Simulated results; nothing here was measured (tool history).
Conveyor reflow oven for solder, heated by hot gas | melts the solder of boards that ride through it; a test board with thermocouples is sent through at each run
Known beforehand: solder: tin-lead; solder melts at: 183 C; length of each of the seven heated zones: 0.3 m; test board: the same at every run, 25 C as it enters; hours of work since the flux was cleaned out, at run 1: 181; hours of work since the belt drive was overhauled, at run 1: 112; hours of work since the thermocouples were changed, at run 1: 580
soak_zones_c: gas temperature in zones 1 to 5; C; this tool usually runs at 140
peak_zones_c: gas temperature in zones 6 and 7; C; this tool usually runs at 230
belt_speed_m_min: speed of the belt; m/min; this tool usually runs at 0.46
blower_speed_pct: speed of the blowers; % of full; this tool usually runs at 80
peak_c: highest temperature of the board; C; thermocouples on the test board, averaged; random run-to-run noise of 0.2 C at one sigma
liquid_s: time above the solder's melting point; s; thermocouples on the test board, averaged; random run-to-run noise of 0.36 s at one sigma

| run | hour | soak_zones_c | peak_zones_c | belt_speed_m_min | blower_speed_pct | hours of work since the flux was cleaned out | hours of work since the belt drive was overhauled | hours of work since the thermocouples were changed | peak_c | liquid_s |
|---|---|---|---|---|---|---|---|---|---|---|
| 1 | 0 | 140 | 230 | 0.46 | 80 | 181 | 112 | 580 | 218.7 | 62 |
| 2 | 54.8 | 140 | 230 | 0.46 | 80 | 220 | 152 | 619 | 219.4 | 61.1 |
|  | 132.9 | flux residue cleaned out of gas plates and filters |
| 3 | 147.8 | 140 | 230 | 0.499 | 80 | 11 | 216 | 683 | 218.3 | 56.2 |
| 4 | 211.4 | 140 | 230 | 0.499 | 80 | 57 | 262 | 729 | 217.9 | 56.6 |
| 5 | 271.2 | 140 | 230 | 0.499 | 80 | 100 | 306 | 773 | 217.5 | 56.3 |
|  | 286.7 | thermocouples of zones 6 and 7 changed |
| 6 | 369.4 | 140 | 230 | 0.499 | 80 | 170 | 375 | 60 | 216.6 | 55.2 |
| 7 | 466.5 | 140 | 230 | 0.499 | 80 | 241 | 446 | 130 | 216.5 | 54.9 |
|  | 518.3 | flux residue cleaned out of gas plates and filters |
| 8 | 546.9 | 140 | 230 | 0.499 | 80 | 21 | 500 | 185 | 217.8 | 56.2 |
| 9 | 645.2 | 140 | 230 | 0.476 | 80 | 92 | 572 | 256 | 218.8 | 60.1 |
| 10 | 731.4 | 140 | 230 | 0.476 | 80 | 155 | 634 | 319 | 217.9 | 59.6 |
| 11 | 819.4 | 140 | 230 | 0.46 | 57 | 218 | 698 | 383 | 213.2 | 56.3 |
|  | 903.2 | flux residue cleaned out of gas plates and filters |
| 12 | 903.2 | 140 | 230 | 0.46 | 80 | 0 | 755 | 440 | 220.2 | 63.6 |
| 13 | 962.5 | 140 | 230 | 0.46 | 80 | 43 | 798 | 483 | 220.4 | 63.3 |
|  | 972.8 | belt drive overhauled, speed set with a stopwatch |
| 14 | 1049 | 140 | 242 | 0.45 | 63 | 103 | 55 | 543 | 227.4 | 69.2 |
| 15 | 1129.9 | 125 | 242 | 0.38 | 62 | 162 | 114 | 601 | 229.9 | 79.3 |
| 16 | 1189.6 | 125 | 242 | 0.38 | 62 | 205 | 157 | 645 | 229.4 | 79.5 |
| 17 | 1241.3 | 149 | 242 | 0.38 | 52 | 242 | 195 | 682 | 229.6 | 89 |
|  | 1291.9 | belt drive overhauled, speed set with a stopwatch, once more |
|  | 1296.9 | flux residue cleaned out of gas plates and filters |
| 18 | 1340.2 | 149 | 242 | 0.38 | 66 | 31 | 31 | 748 | 233.4 | 89.4 |
|  | 1384.5 | thermocouples of zones 6 and 7 changed |
| 19 | 1430 | 149 | 242 | 0.38 | 66 | 95 | 95 | 33 | 232.5 | 89 |
| 20 | 1524.6 | 140 | 230 | 0.499 | 59 | 164 | 164 | 102 | 210.6 | 49.2 |
| 21 | 1588.8 | 140 | 230 | 0.499 | 59 | 210 | 210 | 148 | 210.5 | 48.4 |
| 22 | 1662.3 | 140 | 230 | 0.499 | 59 | 264 | 264 | 201 | 209.7 | 48.2 |

What does the tool deliver on the next run?
|  | 1680.6 | flux residue cleaned out of gas plates and filters |
| 23 | 1738.2 | 140 | 223 | 0.457 | 80 | 42 | 315 | 253 | ? | ? |

{"run 23": {"peak_c": 213.4, "liquid_s": 58.6}}
With the hidden condition absent and the run-to-run variation left alone, this run would have shown peak_c 213.1 C, liquid_s 58.1 s.
